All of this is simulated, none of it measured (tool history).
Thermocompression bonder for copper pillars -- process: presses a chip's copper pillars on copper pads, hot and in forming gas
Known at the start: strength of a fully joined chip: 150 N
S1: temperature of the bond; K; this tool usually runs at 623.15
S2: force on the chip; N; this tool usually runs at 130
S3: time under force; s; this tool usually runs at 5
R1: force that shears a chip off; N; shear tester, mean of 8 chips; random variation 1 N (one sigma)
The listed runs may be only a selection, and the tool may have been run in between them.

| run | hour | S1 | S2 | S3 | R1 |
|---|---|---|---|---|---|
| 1 | 0 | 623.15 | 130 | 5 | 84.5 |
| 2 | 36.2 | 623.15 | 130 | 5 | 86.5 |
| 3 | 70.2 | 623.15 | 130 | 5 | 82.6 |
| 4 | 104.3 | 623.15 | 130 | 5 | 84.2 |
|  | 136.4 | forming gas filter changed |
| 5 | 162.1 | 623.15 | 176 | 5 | 108.9 |
| 6 | 215.7 | 623.15 | 176 | 6 | 114.1 |
| 7 | 273.4 | 623.15 | 176 | 7 | 114.5 |
| 8 | 319.4 | 623.15 | 176 | 7 | 116.5 |
| 9 | 359.4 | 623.15 | 176 | 7 | 111.9 |
| 10 | 417.5 | 623.15 | 189 | 5 | 110.3 |
| 11 | 448.9 | 623.15 | 189 | 5 | 107.9 |
| 12 | 478.8 | 607.15 | 135 | 3 | 61.8 |
| 13 | 535.5 | 607.15 | 135 | 3 | 62.3 |
|  | 541.6 | heater calibrated with a thermocouple chip |
| 14 | 564.7 | 608.15 | 135 | 6 | 80.3 |
| 15 | 599.6 | 599.15 | 82 | 5 | 43.2 |
|  | 607.8 | forming gas filter changed |
| 16 | 636.4 | 623.15 | 130 | 3 | 78 |
| 17 | 694.6 | 615.15 | 80 | 6 | 58.2 |
| 18 | 723.9 | 631.15 | 130 | 6 | 99.3 |
| 19 | 775.8 | 600.15 | 79 | 8 | 54.5 |
| 20 | 811.6 | 600.15 | 79 | 8 | 54 |
| 21 | 852.1 | 608.15 | 168 | 5 | 92.7 |
| 22 | 882.4 | 647.15 | 168 | 4 | 110.5 |

Run by run, hidden condition taken away, random variation retained:
Unlogged tool condition in this case: true temperature of the bond over the reading, C; force that reaches the chip, % of what is set; oxide that the forming gas leaves, % of the face; drift of the gauge itself on shear_n, %.
| run | R1 |
|---|---|
| 1 | 90.5 |
| 2 | 93.3 |
| 3 | 89.8 |
| 4 | 92.2 |
| 5 | 109.3 |
| 6 | 115.7 |
| 7 | 117.5 |
| 8 | 120.7 |
| 9 | 116.9 |
| 10 | 116.8 |
| 11 | 115 |
| 12 | 66.2 |
| 13 | 67.6 |
| 14 | 87 |
| 15 | 46.9 |
| 16 | 77.7 |
| 17 | 58.6 |
| 18 | 101.1 |
| 19 | 55.6 |
| 20 | 55.5 |
| 21 | 96.5 |
| 22 | 116.4 |
